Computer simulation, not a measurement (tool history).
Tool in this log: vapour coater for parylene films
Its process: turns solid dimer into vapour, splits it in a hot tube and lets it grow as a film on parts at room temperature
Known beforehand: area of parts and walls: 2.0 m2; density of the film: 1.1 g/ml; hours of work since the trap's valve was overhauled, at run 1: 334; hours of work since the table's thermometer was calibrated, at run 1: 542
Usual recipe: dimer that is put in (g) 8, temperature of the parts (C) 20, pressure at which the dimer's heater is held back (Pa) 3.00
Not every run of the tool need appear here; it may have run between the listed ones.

| run | hour | dimer that is put in (g) | temperature of the parts (C) | pressure at which the dimer's heater is held back (Pa) | hours of work since the trap's valve was overhauled | hours of work since the table's thermometer was calibrated | thickness of the film (um) |
|---|---|---|---|---|---|---|---|
| 1 | 0.0 | 8 | 20 | 3.00 | 334 | 542 | 1.99 |
| 2 | 19.3 | 8 | 20 | 3.00 | 346 | 554 | 1.97 |
| 3 | 31.9 | 8 | 23 | 3.00 | 355 | 563 | 1.73 |
|  | 56.9 | trap's valve overhauled |
| 4 | 62.0 | 8 | 20 | 3.00 | 3 | 579 | 2.21 |
| 5 | 83.4 | 8 | 20 | 3.00 | 17 | 593 | 2.21 |
| 6 | 110.1 | 8 | 20 | 6.38 | 34 | 611 | 1.96 |
| 7 | 124.6 | 8 | 20 | 3.00 | 44 | 620 | 2.21 |
| 8 | 147.6 | 8 | 20 | 3.00 | 59 | 635 | 2.19 |
| 9 | 158.5 | 8 | 20 | 3.00 | 66 | 642 | 2.18 |
| 10 | 177.6 | 8 | 20 | 3.00 | 78 | 654 | 2.15 |
| 11 | 192.0 | 8 | 20 | 3.00 | 87 | 664 | 2.16 |
| 12 | 215.5 | 8 | 20 | 3.00 | 103 | 679 | 2.12 |
| 13 | 238.9 | 8 | 20 | 3.00 | 118 | 694 | 2.13 |
| 14 | 263.9 | 8 | 20 | 3.00 | 134 | 710 | 2.10 |
| 15 | 289.8 | 8 | 20 | 3.00 | 151 | 727 | 2.06 |
| 16 | 303.3 | 8 | 20 | 3.00 | 159 | 735 | 2.11 |
| 17 | 318.1 | 8 | 20 | 3.00 | 169 | 745 | 2.08 |
| 18 | 337.9 | 8 | 20 | 3.00 | 182 | 758 | 2.08 |
| 19 | 354.7 | 8 | 20 | 3.00 | 193 | 769 | 2.05 |
| 20 | 379.0 | 8 | 20 | 3.00 | 208 | 784 | 2.07 |
| 21 | 399.1 | 8 | 20 | 3.00 | 221 | 797 | 2.01 |
| 22 | 415.4 | 8 | 20 | 3.00 | 232 | 808 | 2.04 |
| 23 | 440.7 | 8 | 20 | 3.00 | 248 | 824 | 2.04 |
| 24 | 456.8 | 8 | 20 | 3.00 | 259 | 835 | 2.03 |
| 25 | 475.6 | 8 | 20 | 3.00 | 271 | 847 | 1.99 |
| 26 | 489.6 | 8 | 20 | 3.00 | 280 | 856 | 1.99 |
| 27 | 510.9 | 11 | 20 | 3.15 | 294 | 870 | 2.70 |
| 28 | 530.7 | 11 | 20 | 3.15 | 306 | 882 | 2.69 |
| 29 | 554.0 | 4 | 21 | 3.00 | 321 | 898 | 0.94 |
| 30 | 578.1 | 12 | 16 | 8.47 | 337 | 913 | 3.07 |
| 31 | 603.5 | 12 | 16 | 8.47 | 353 | 930 | 3.06 |
| 32 | 621.7 | 10 | 25 | 8.47 | 365 | 941 | 1.65 |
|  | 629.4 | trap's valve overhauled |
| 33 | 637.0 | 10 | 15 | 3.62 | 5 | 949 | 3.43 |
| 34 | 661.7 | 9 | 14 | 6.28 | 21 | 965 | 3.00 |
| 35 | 686.7 | 9 | 14 | 6.28 | 37 | 981 | 2.91 |
| 36 | 701.1 | 9 | 14 | 6.28 | 46 | 990 | 2.94 |
| 37 | 727.8 | 5 | 25 | 9.19 | 64 | 1007 | 0.92 |
| 38 | 751.1 | 4 | 26 | 9.19 | 79 | 1022 | 0.65 |
| 39 | 769.3 | 4 | 26 | 9.19 | 90 | 1034 | 0.67 |
| 40 | 791.4 | 4 | 26 | 9.19 | 105 | 1048 | 0.70 |
| 41 | 813.3 | 4 | 26 | 4.13 | 119 | 1063 | 0.72 |
| 42 | 826.1 | 5 | 26 | 4.13 | 127 | 1071 | 0.95 |
| 43 | 843.2 | 8 | 20 | 7.24 | 138 | 1082 | 1.88 |
| 44 | 856.3 | 11 | 21 | 3.90 | 147 | 1090 | 2.62 |
| 45 | 870.9 | 4 | 26 | 3.75 | 156 | 1100 | 0.76 |
| 46 | 891.3 | 8 | 14 | 11.98 | 169 | 1113 | 2.28 |
| 47 | 912.4 | 8 | 30 | 8.78 | 183 | 1127 | 1.05 |
| 48 | 937.3 | 8 | 30 | 8.78 | 199 | 1143 | 1.09 |

Across each entry between runs, compare the hidden state at the last listed run before it with the hidden state at the first listed run after it:
Run 3 -> run 4: trap's valve overhauled (hour 56.9)
  vapour lost through the trap's worn valve, %: 11 -> 0.2; true temperature of the parts over the reading, C: 0.32 -> 0.34
  measured result minus the result with no hidden state, thickness of the film (um): -0.24 -> -0.05
Run 32 -> run 33: trap's valve overhauled (hour 629.4)
  vapour lost through the trap's worn valve, %: 12.1 -> 0.2; true temperature of the parts over the reading, C: 0.63 -> 0.64
  measured result minus the result with no hidden state, thickness of the film (um): -0.29 -> -0.12
